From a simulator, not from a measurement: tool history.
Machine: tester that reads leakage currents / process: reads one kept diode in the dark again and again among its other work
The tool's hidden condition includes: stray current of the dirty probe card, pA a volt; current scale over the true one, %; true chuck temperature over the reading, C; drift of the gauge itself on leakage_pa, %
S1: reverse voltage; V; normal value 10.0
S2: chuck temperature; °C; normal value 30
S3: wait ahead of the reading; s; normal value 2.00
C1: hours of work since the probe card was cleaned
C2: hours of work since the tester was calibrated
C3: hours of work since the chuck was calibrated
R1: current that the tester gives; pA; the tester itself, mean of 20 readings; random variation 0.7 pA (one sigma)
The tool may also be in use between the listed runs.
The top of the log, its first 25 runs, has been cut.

run,hour,S1,S2,S3,C1,C2,C3,R1
26,1109.1,3.1,30,4.82,39,1208,723,126.70
27,1142.6,4.4,20,0.96,65,1234,749,60.41
28,1185.5,16.1,30,2.00,99,1267,783,330.83
29,1245.3,16.1,30,2.00,146,1314,829,335.10
30,1288.2,16.1,25,2.00,179,1348,863,212.57
31,1317.9,2.3,58,0.84,202,1371,886,1177.63
32,1348.9,12.4,30,9.01,227,1395,911,291.88
33,1409.7,16.7,20,4.08,274,1443,958,138.69
34,1444.9,16.7,20,4.08,302,1471,986,140.00
35,1489.2,18.7,54,2.00,337,1505,1020,2921.67
36,1543.8,14.1,30,0.46,379,1548,1063,327.97
37,1584.9,10.9,28,0.33,412,1580,1095,237.05
38,1621.5,3.9,52,0.34,440,1609,1124,1017.86
39,1648.2,17.5,25,5.82,461,1630,1145,237.90

3 options for the next run, each taken on its own from the tool as it stands now. Forecast them:
A,1707.7,13.5,35,2.00,508,1676,1192,?
B,1707.7,10.0,50,2.00,508,1676,1192,?
C,1707.7,1.9,40,3.14,508,1676,1192,?

run,R1
A,500.68
B,1501.77
C,248.80
The same runs, with their run-to-run variation unchanged, on a tool lacking any hidden condition would have given:
run,R1
A,432.74
B,1333.26
C,219.01

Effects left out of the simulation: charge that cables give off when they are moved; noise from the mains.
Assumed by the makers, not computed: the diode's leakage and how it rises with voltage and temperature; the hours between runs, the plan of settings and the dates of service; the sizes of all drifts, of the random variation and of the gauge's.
